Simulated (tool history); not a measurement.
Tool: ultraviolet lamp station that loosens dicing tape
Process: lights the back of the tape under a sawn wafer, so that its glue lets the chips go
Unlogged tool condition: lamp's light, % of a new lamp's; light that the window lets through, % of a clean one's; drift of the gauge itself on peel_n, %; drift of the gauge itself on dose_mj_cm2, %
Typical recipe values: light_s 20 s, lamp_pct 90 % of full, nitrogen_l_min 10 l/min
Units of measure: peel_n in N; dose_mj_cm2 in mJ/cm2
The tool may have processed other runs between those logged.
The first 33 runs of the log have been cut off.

run   hour  light_s  lamp_pct  nitrogen_l_min  hours of work of the lamp  hours of work since the window was cleaned  peel_n  dose_mj_cm2
 34  300.2       23        64               4                        236                                         220   0.980          151
 35  306.2       23        64               4                        240                                         223   0.989          151
 36  314.1       16        84              17                        244                                         227   0.439          136
 37  327.3       32        84              10                        251                                         234   0.184          274
 38  334.6       32        84              10                        254                                         238   0.196          267
 39  345.0       32        84              10                        260                                         243   0.204          268
 40  356.8       32        84              10                        266                                         249   0.209          270
 41  367.0       12        70              10                        271                                         255   1.367           83
 42  378.8       39        81               9                        278                                         261   0.180          310
 43  386.1       39        81               9                        281                                         265   0.176          309
 44  398.8       14        71              16                        288                                         271   0.878           95

Branching from run 44: 3 alternative next runs. What would each branch give?
  A  404.3       32        79              16                        291                                         274       ?            ?
  B  404.3       20        72              16                        291                                         274       ?            ?
  C  404.3       28        94               5                        291                                         274       ?            ?

run  peel_n  dose_mj_cm2
  A   0.184          250
  B   0.440          140
  C   0.327          256
Without the tool's hidden state the same runs would have given:
run  peel_n  dose_mj_cm2
  A   0.161          322
  B   0.277          181
  C   0.218          331
